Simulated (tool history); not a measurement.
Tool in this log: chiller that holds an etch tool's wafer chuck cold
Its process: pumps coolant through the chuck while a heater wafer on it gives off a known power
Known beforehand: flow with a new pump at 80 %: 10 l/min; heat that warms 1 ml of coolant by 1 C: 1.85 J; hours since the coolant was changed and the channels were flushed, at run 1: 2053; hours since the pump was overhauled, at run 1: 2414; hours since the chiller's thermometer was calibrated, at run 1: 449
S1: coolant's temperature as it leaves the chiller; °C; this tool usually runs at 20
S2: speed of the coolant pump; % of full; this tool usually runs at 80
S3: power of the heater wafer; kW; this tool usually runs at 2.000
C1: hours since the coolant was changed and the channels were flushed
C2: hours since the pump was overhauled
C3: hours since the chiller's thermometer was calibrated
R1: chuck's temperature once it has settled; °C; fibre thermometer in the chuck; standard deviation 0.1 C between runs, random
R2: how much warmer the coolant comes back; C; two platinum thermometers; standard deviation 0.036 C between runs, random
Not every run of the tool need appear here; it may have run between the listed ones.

Run 1, hour 0.0: usual settings; C1 2053; C2 2414; C3 449. Result: R1 36.2 °C, R2 6.68 C.
Run 2, hour 129.4: usual settings; C1 2183; C2 2544; C3 578. Result: R1 36.3 °C, R2 6.68 C.
Run 3, hour 262.6: usual settings; C1 2316; C2 2677; C3 711. Result: R1 36.2 °C, R2 6.69 C.
Run 4, hour 351.8: usual settings; C1 2405; C2 2766; C3 800. Result: R1 36.2 °C, R2 6.65 C.
Run 5, hour 454.6: usual settings; C1 2508; C2 2869; C3 903. Result: R1 36.3 °C, R2 6.66 C.
Run 6, hour 580.0: usual settings; C1 2633; C2 2994; C3 1029. Result: R1 36.5 °C, R2 6.75 C.
Run 7, hour 682.4: usual settings; C1 2736; C2 3097; C3 1131. Result: R1 36.6 °C, R2 6.68 C.
Run 8, hour 768.8: usual settings; C1 2822; C2 3183; C3 1217. Result: R1 36.8 °C, R2 6.78 C.
Run 9, hour 867.0: usual settings but S1 15 °C; C1 2920; C2 3281; C3 1316. Result: R1 31.7 °C, R2 6.77 C.
Run 10, hour 972.8: usual settings but S1 15 °C; C1 3026; C2 3387; C3 1421. Result: R1 31.8 °C, R2 6.68 C.
Run 11, hour 1102.2: usual settings but S1 17 °C; C1 3155; C2 3516; C3 1551. Result: R1 33.9 °C, R2 6.73 C.
Run 12, hour 1221.1: usual settings but S2 61 % of full; C1 3274; C2 3635; C3 1670. Result: R1 41.2 °C, R2 9.00 C.
Run 13, hour 1312.3: usual settings but S2 61 % of full; C1 3365; C2 3726; C3 1761. Result: R1 41.4 °C, R2 8.93 C.
Run 14, hour 1377.6: usual settings but S2 76 % of full; C1 3431; C2 3792; C3 1826. Result: R1 37.9 °C, R2 7.13 C.
Run 15, hour 1459.5: usual settings but S2 76 % of full; C1 3513; C2 3874; C3 1908. Result: R1 37.8 °C, R2 7.17 C.
Run 16, hour 1578.4: usual settings but S3 1.624 kW; C1 3632; C2 3993; C3 2027. Result: R1 34.1 °C, R2 5.54 C.
At hour 1665.7: chiller's thermometer calibrated.
Run 17, hour 1695.2: usual settings but S3 1.624 kW; C1 3747; C2 4108; C3 30. Result: R1 33.7 °C, R2 5.53 C.
Run 18, hour 1790.6: usual settings but S1 29 °C; C1 3843; C2 4204; C3 125. Result: R1 45.9 °C, R2 6.82 C.
Run 19, hour 1879.7: usual settings but S1 29 °C, S2 87 % of full, S3 1.956 kW; C1 3932; C2 4293; C3 214. Result: R1 44.6 °C, R2 6.18 C.
Run 20, hour 1952.1: usual settings but S1 29 °C, S2 87 % of full, S3 1.956 kW; C1 4004; C2 4365; C3 286. Result: R1 44.5 °C, R2 6.09 C.
Run 21, hour 2080.6: usual settings but S1 29 °C, S2 87 % of full, S3 1.956 kW; C1 4133; C2 4494; C3 415. Result: R1 44.7 °C, R2 6.12 C.
Run 22, hour 2221.9: usual settings but S1 29 °C, S2 87 % of full, S3 1.956 kW; C1 4274; C2 4635; C3 556. Result: R1 44.8 °C, R2 6.13 C.

What will run 23 give?
Run 23, hour 2283.9: usual settings but S1 26 °C; C1 4336; C2 4697; C3 618. Result: R1 ?, R2 ?.

{"run 23": {"R1": 43.4, "R2": 6.94}}
On a tool with no hidden condition, and with the same random variation, this run would have come out at R1 41.1 °C, R2 6.53 C.

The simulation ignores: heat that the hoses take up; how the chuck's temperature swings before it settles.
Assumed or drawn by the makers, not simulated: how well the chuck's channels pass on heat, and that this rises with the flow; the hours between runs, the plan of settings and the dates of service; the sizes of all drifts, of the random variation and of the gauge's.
